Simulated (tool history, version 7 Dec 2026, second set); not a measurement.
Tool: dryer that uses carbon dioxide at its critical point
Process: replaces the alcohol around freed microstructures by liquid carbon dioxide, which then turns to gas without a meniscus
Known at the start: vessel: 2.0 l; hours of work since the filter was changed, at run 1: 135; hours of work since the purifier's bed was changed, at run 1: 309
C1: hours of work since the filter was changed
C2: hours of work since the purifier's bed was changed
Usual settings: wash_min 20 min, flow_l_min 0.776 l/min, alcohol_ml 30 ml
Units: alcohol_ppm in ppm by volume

run 1 hour=0 | wash_min=20 flow_l_min=0.776 alcohol_ml=30 | C1=135 C2=309 | alcohol_ppm=149
run 2 hour=37.5 | wash_min=20 flow_l_min=0.776 alcohol_ml=30 | C1=157 C2=331 | alcohol_ppm=168
-- hour=57.5 inlet filter changed
run 3 hour=72.7 | wash_min=20 flow_l_min=0.776 alcohol_ml=30 | C1=9 C2=350 | alcohol_ppm=163
run 4 hour=108 | wash_min=20 flow_l_min=0.776 alcohol_ml=30 | C1=29 C2=370 | alcohol_ppm=183
run 5 hour=145 | wash_min=20 flow_l_min=0.776 alcohol_ml=30 | C1=50 C2=392 | alcohol_ppm=191
run 6 hour=179 | wash_min=20 flow_l_min=0.776 alcohol_ml=30 | C1=69 C2=411 | alcohol_ppm=191
run 7 hour=217 | wash_min=20 flow_l_min=0.776 alcohol_ml=30 | C1=91 C2=433 | alcohol_ppm=206
run 8 hour=237.5 | wash_min=20 flow_l_min=0.776 alcohol_ml=30 | C1=103 C2=444 | alcohol_ppm=211
run 9 hour=268.6 | wash_min=18 flow_l_min=0.776 alcohol_ml=30 | C1=120 C2=462 | alcohol_ppm=248
run 10 hour=292.5 | wash_min=20 flow_l_min=0.776 alcohol_ml=30 | C1=134 C2=476 | alcohol_ppm=223
run 11 hour=321.2 | wash_min=20 flow_l_min=0.776 alcohol_ml=30 | C1=150 C2=492 | alcohol_ppm=240
-- hour=352.3 inlet filter changed
run 12 hour=364.4 | wash_min=20 flow_l_min=0.776 alcohol_ml=30 | C1=7 C2=516 | alcohol_ppm=241
run 13 hour=402.7 | wash_min=14 flow_l_min=0.776 alcohol_ml=30 | C1=29 C2=538 | alcohol_ppm=344
run 14 hour=421.5 | wash_min=25 flow_l_min=0.776 alcohol_ml=30 | C1=39 C2=548 | alcohol_ppm=238
run 15 hour=458.3 | wash_min=25 flow_l_min=0.776 alcohol_ml=30 | C1=60 C2=569 | alcohol_ppm=254
run 16 hour=487.3 | wash_min=13 flow_l_min=0.744 alcohol_ml=113 | C1=77 C2=586 | alcohol_ppm=1101
run 17 hour=530.2 | wash_min=13 flow_l_min=0.744 alcohol_ml=113 | C1=101 C2=610 | alcohol_ppm=1192
run 18 hour=568.7 | wash_min=25 flow_l_min=0.717 alcohol_ml=32 | C1=123 C2=632 | alcohol_ppm=288
run 19 hour=603.4 | wash_min=13 flow_l_min=0.776 alcohol_ml=39 | C1=143 C2=652 | alcohol_ppm=568
-- hour=627.4 purifier's bed changed
run 20 hour=637.2 | wash_min=20 flow_l_min=0.532 alcohol_ml=60 | C1=161 C2=6 | alcohol_ppm=399
-- hour=650.9 inlet filter changed
run 21 hour=673.4 | wash_min=20 flow_l_min=0.49 alcohol_ml=60 | C1=13 C2=26 | alcohol_ppm=368
run 22 hour=716.2 | wash_min=22 flow_l_min=0.49 alcohol_ml=60 | C1=37 C2=50 | alcohol_ppm=276
run 23 hour=761 | wash_min=22 flow_l_min=0.776 alcohol_ml=30 | C1=63 C2=76 | alcohol_ppm=36
run 24 hour=788.4 | wash_min=25 flow_l_min=0.776 alcohol_ml=53 | C1=78 C2=91 | alcohol_ppm=51
run 25 hour=812.5 | wash_min=31 flow_l_min=0.776 alcohol_ml=49 | C1=92 C2=105 | alcohol_ppm=55
run 26 hour=844.1 | wash_min=31 flow_l_min=0.776 alcohol_ml=22 | C1=110 C2=123 | alcohol_ppm=54
run 27 hour=878.3 | wash_min=20 flow_l_min=1.143 alcohol_ml=30 | C1=130 C2=142 | alcohol_ppm=69
run 28 hour=922.3 | wash_min=20 flow_l_min=1.143 alcohol_ml=30 | C1=155 C2=167 | alcohol_ppm=75
-- hour=944.8 inlet filter changed
run 29 hour=968.3 | wash_min=20 flow_l_min=0.83 alcohol_ml=36 | C1=13 C2=193 | alcohol_ppm=93

Forecast each of these 4 alternatives for the next run:
run A hour=1008 | wash_min=13 flow_l_min=0.776 alcohol_ml=30 | C1=36 C2=216 | alcohol_ppm=?
run B hour=1008 | wash_min=17 flow_l_min=0.83 alcohol_ml=84 | C1=36 C2=216 | alcohol_ppm=?
run C hour=1008 | wash_min=20 flow_l_min=1.121 alcohol_ml=90 | C1=36 C2=216 | alcohol_ppm=?
run D hour=1008 | wash_min=17 flow_l_min=0.818 alcohol_ml=26 | C1=36 C2=216 | alcohol_ppm=?

run=A alcohol_ppm=273
run=B alcohol_ppm=171
run=C alcohol_ppm=97
run=D alcohol_ppm=125
Without the tool's hidden state the same runs would have given:
run=A alcohol_ppm=158
run=B alcohol_ppm=64
run=C alcohol_ppm=0
run=D alcohol_ppm=27
